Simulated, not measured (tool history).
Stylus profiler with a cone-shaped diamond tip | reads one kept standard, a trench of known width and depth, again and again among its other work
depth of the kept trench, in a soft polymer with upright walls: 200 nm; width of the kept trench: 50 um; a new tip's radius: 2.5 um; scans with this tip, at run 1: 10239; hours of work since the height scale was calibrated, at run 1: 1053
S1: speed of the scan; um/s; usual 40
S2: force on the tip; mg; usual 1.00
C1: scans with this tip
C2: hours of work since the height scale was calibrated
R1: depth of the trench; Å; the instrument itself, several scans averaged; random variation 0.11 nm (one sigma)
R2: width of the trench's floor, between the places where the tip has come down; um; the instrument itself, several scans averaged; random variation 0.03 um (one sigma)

run	hour	S1	S2	C1	C2	R1	R2
1	0.0	40	1.00	10239	1053	2018.2	47.16
2	31.5	40	0.65	10446	1075	2014.9	47.03
3	68.4	40	0.65	10690	1100	2014.8	47.05
4	106.8	40	1.00	10943	1126	2016.9	47.17
5	162.9	40	1.95	11314	1164	2023.5	47.13
6	211.7	40	1.95	11636	1197	2023.4	47.10
7	259.2	40	1.00	11950	1229	2018.9	47.07
8	310.5	40	1.00	12288	1264	2019.3	47.05
9	364.2	40	1.00	12643	1301	2019.1	47.00
10	393.4	40	1.00	12836	1321	2018.8	47.01
11	428.5	40	1.02	13067	1344	2019.4	46.96
12	459.3	40	1.63	13271	1365	2023.2	47.04
13	492.7	40	1.63	13491	1388	2022.3	47.02
14	530.2	40	1.63	13739	1413	2025.4	46.97
15	568.5	40	3.00	13992	1439	2031.1	47.04
16	631.4	40	3.00	14407	1482	2027.7	46.98
17	666.4	40	3.00	14638	1506	2031.1	46.97
18	728.9	40	1.00	15051	1548	2019.9	46.93
19	792.2	40	1.00	15469	1591	2021.3	46.89
20	843.9	40	1.00	15810	1626	2021.4	46.87
# hour 850.6: new tip fitted, height scale calibrated
21	876.7	40	1.00	172	18	2008.2	47.82
22	931.9	40	0.48	537	55	2006.0	47.69
23	967.5	40	0.48	771	79	2006.5	47.71
24	1007.0	40	0.48	1032	106	2005.7	47.71
25	1042.4	40	0.48	1266	130	2004.8	47.59
26	1104.7	94	0.34	1677	173	2005.4	47.05
27	1147.4	39	2.48	1959	202	2018.1	47.84
28	1179.6	47	0.65	2172	223	2007.9	47.58
29	1226.4	47	0.65	2481	255	2009.5	47.56
30	1270.6	14	0.87	2772	285	2007.1	47.85
31	1305.3	40	0.68	3001	309	2008.1	47.58
32	1354.6	10	0.42	3327	342	2008.2	47.79
33	1407.2	100	1.63	3674	378	2014.0	47.32
34	1455.2	40	0.39	3991	411	2006.0	47.45
35	1503.3	24	1.93	4308	443	2017.2	47.72
36	1559.5	24	1.93	4680	481	2016.0	47.69
37	1614.3	42	0.66	5042	519	2010.7	47.38
38	1650.4	72	0.85	5279	543	2008.8	47.22
39	1704.4	88	0.82	5636	580	2011.3	47.07
40	1733.8	88	0.82	5830	600	2010.3	47.06
41	1776.7	24	0.67	6113	629	2010.1	47.51
42	1813.0	24	0.67	6353	654	2010.7	47.42
43	1845.0	40	1.69	6564	675	2016.6	47.46
44	1903.1	83	0.47	6948	715	2011.3	46.92
45	1931.1	83	0.47	7133	734	2010.1	46.86
46	1958.6	13	0.82	7314	752	2012.6	47.50

Forecast each of these 3 alternatives for the next run:
A	2020.8	68	2.14	7725	795	?	?
B	2020.8	95	0.44	7725	795	?	?
C	2020.8	40	0.99	7725	795	?	?

run	R1	R2
A	2019.7	47.29
B	2012.1	46.71
C	2014.6	47.26
Without the tool's hidden state the same runs would have given:
run	R1	R2
A	2014.1	47.80
B	2006.6	47.22
C	2009.0	47.77
